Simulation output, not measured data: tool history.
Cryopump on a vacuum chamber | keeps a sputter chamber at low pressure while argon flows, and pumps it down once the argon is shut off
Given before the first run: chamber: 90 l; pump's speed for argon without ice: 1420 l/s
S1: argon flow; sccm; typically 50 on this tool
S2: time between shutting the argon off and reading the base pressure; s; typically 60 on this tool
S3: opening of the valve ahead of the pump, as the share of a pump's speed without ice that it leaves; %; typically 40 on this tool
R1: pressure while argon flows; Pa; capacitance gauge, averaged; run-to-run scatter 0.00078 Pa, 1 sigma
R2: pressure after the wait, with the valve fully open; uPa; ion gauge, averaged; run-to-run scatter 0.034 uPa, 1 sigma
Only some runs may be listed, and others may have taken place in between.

run     day  S1   S2  S3      R1    R2
  1       0  50   60  40  0.1555  2.94
  2   0.417  37   60  40  0.1146  2.88
  3   0.971  50   60  33  0.1871  2.96
  4   1.446  50   60  57  0.1107  3.03
  5   1.775  50   60  57  0.1109  2.95
  6   2.358  50   83  57  0.1103  2.55
  7   3.017  50   83  57  0.1115  2.53
  8    3.55  49   83  57  0.1085  2.53
  9   4.346  49   83  57  0.1082  2.54
 10   5.104  49   83  57  0.1084  2.63
 11   5.642  49   83  43  0.1433  2.67
 12     6.2  49   83  43  0.1427  2.63
 13   6.583  49   83  43  0.1428  2.59
 14   7.042  49   83  43   0.143  2.56
 15   7.488  49   83  43  0.1432  2.62
 16   8.212  26   20  39  0.0831  6.29
 17   8.871  30   61  24   0.155  3.03
 18   9.429  50   57  28  0.2217  3.12
 19   9.971  50   57  28  0.2195  3.13
 20  10.475  33  123  42  0.0997  2.25
 21  10.867  86  250  27  0.3922  1.96
 22  11.304  54  114  27  0.2494  2.43
 23  11.817  65   31  26   0.308  4.65
 24  12.617  65   31  26  0.3072  4.62
 25  13.162  46   25  40  0.1441  5.41
 26  13.908  22   37  31  0.0875  4.19
 27  14.596  22   37  31   0.089  4.16
 28  15.067  22   37  31  0.0888  4.18
 29  15.542  21   93  42  0.0641  2.55

Consider 4 possible next runs. They are alternatives, not a sequence: every one starts from the tool as it was left by run 29. What does each give?
  A  16.004  50  60  35   ?   ?
  B  16.004  34  93  50   ?   ?
  C  16.004  28  93  16   ?   ?
  D  16.004  33  60  23   ?   ?

run      R1    R2
  A   0.179  3.23
  B  0.0874  2.64
  C  0.2134  2.67
  D  0.1784  3.18
Without the tool's unlogged condition, the same runs would have read:
run      R1    R2
  A  0.1695   1.8
  B  0.0809  1.25
  C   0.208  1.27
  D  0.1721  1.79
